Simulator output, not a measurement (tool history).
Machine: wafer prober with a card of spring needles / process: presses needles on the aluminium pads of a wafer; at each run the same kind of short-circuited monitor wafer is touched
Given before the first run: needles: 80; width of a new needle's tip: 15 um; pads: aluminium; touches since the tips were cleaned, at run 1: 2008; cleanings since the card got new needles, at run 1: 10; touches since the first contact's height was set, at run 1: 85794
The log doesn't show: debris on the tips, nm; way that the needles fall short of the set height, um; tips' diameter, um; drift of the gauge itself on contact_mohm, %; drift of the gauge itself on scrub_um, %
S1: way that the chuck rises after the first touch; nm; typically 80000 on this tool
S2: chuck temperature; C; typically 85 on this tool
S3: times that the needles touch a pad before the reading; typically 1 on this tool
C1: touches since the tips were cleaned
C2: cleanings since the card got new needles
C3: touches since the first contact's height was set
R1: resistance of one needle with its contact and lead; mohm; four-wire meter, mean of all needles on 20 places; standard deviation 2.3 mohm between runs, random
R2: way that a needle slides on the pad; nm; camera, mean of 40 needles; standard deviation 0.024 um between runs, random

run,hour,S1,S2,S3,C1,C2,C3,R1,R2
1,0,80000,85,1,2008,10,85794,263,21200
# hour 12.5: tips cleaned on abrasive film
2,25.8,80000,85,1,7369,11,100061,269,21180
# hour 29.1: tips cleaned on abrasive film
# hour 43.5: tips cleaned on abrasive film
3,55.1,80000,85,1,6446,13,116207,265,21170
# hour 57.8: tips cleaned on abrasive film
# hour 71.8: tips cleaned on abrasive film
# hour 86.4: tips cleaned on abrasive film
4,86.4,80000,85,1,0,16,133465,267,21150
# hour 100.8: tips cleaned on abrasive film
# hour 116.8: tips cleaned on abrasive film
5,121.4,80000,85,1,2553,18,152737,265,21180
# hour 131: tips cleaned on abrasive film
6,141.6,80000,85,3,5889,19,163906,264,21120
# hour 145.7: tips cleaned on abrasive film
# hour 162.2: tips cleaned on abrasive film
7,170,80000,50,1,4310,21,179581,255,21090
# hour 176.7: tips cleaned on abrasive film
# hour 191.2: tips cleaned on abrasive film
8,197.6,80000,85,3,3513,23,194781,263,21060
# hour 205.5: tips cleaned on abrasive film
# hour 205.8: height of the first contact set anew
# hour 221.2: tips cleaned on abrasive film
9,227.4,80000,85,1,3444,25,11896,264,21100
# hour 237.8: tips cleaned on abrasive film
# hour 253.2: tips cleaned on abrasive film
10,256.1,80000,85,1,1620,27,27740,264,21070
# hour 267.9: tips cleaned on abrasive film
11,279.7,80000,85,1,6557,28,40819,264,21070
# hour 282.9: tips cleaned on abrasive film
# hour 297.1: tips cleaned on abrasive film
12,297.1,80000,85,1,0,30,50329,264,21030
# hour 312: tips cleaned on abrasive film
13,316.4,80000,85,1,2434,31,60993,267,21040
# hour 327.2: tips cleaned on abrasive film
# hour 342.7: tips cleaned on abrasive film
14,352.8,80000,85,1,5661,33,81141,264,21000
# hour 356.6: tips cleaned on abrasive film
# hour 370.9: tips cleaned on abrasive film
15,381.1,80000,85,1,5670,35,96728,264,20990
# hour 386.5: tips cleaned on abrasive film
# hour 400.2: tips cleaned on abrasive film
16,406.4,81000,85,1,3431,37,110671,264,21250
# hour 414.4: tips cleaned on abrasive film
# hour 430.5: tips cleaned on abrasive film
17,436.8,97000,85,1,3467,39,127415,261,25390
# hour 444.5: tips cleaned on abrasive film
# hour 460.6: tips cleaned on abrasive film
18,462.3,76000,119,2,953,41,141463,273,19910
# hour 474.4: tips cleaned on abrasive film
19,480.4,80000,85,1,3330,42,151478,263,20970
# hour 489.3: tips cleaned on abrasive film
# hour 504.1: tips cleaned on abrasive film
20,516.7,92000,64,2,6993,44,171519,257,24050
# hour 519: tips cleaned on abrasive film
# hour 533.2: tips cleaned on abrasive film
21,533.2,96000,29,1,0,46,180581,245,25120
# hour 547: tips cleaned on abrasive film
# hour 562.7: tips cleaned on abrasive film
22,563.8,67000,121,1,626,48,197476,280,17500
# hour 568.1: height of the first contact set anew
# hour 577.2: tips cleaned on abrasive film
# hour 591.8: tips cleaned on abrasive film
23,593.4,80000,85,2,880,50,13892,264,20870
# hour 607.5: tips cleaned on abrasive film
24,610.2,100000,39,2,1459,51,23172,242,26100
# hour 622.4: tips cleaned on abrasive film
25,633.6,76000,85,1,6249,52,36155,264,19820
# hour 637.1: tips cleaned on abrasive film
# hour 651.3: tips cleaned on abrasive film
# hour 665.9: tips cleaned on abrasive film
26,667.8,76000,85,1,1095,55,54980,269,19830
# hour 681.2: tips cleaned on abrasive film
# hour 695.2: tips cleaned on abrasive film
27,695.4,86000,50,1,139,57,70174,252,22400
# hour 711.2: tips cleaned on abrasive film
28,715.2,86000,50,1,2202,58,81110,252,22360
# hour 727.5: gauge calibrated
# hour 727.6: tips cleaned on abrasive film
29,733.3,73000,87,1,3172,59,91118,268,19370
# hour 743.5: tips cleaned on abrasive film
# hour 757.9: tips cleaned on abrasive film
30,766.6,61000,34,2,4862,61,109489,258,16150

Predict each of these 4 candidate next runs independently; none follows another, all start after run 30:
# hour 774.1: tips cleaned on abrasive film
# hour 788.1: tips cleaned on abrasive film
A,801.5,98000,85,1,7489,63,128779,?,?
# hour 774.1: tips cleaned on abrasive film
# hour 788.1: tips cleaned on abrasive film
B,801.5,68000,49,2,7489,63,128779,?,?
# hour 774.1: tips cleaned on abrasive film
# hour 788.1: tips cleaned on abrasive film
C,801.5,61000,30,3,7489,63,128779,?,?
# hour 774.1: tips cleaned on abrasive film
# hour 788.1: tips cleaned on abrasive film
D,801.5,78000,43,2,7489,63,128779,?,?

run,R1,R2
A,263,25880
B,260,17970
C,255,16140
D,252,20630
Had the tool no hidden state, the same runs would have come out as:
run,R1,R2
A,262,25930
B,259,18010
C,255,16170
D,252,20670
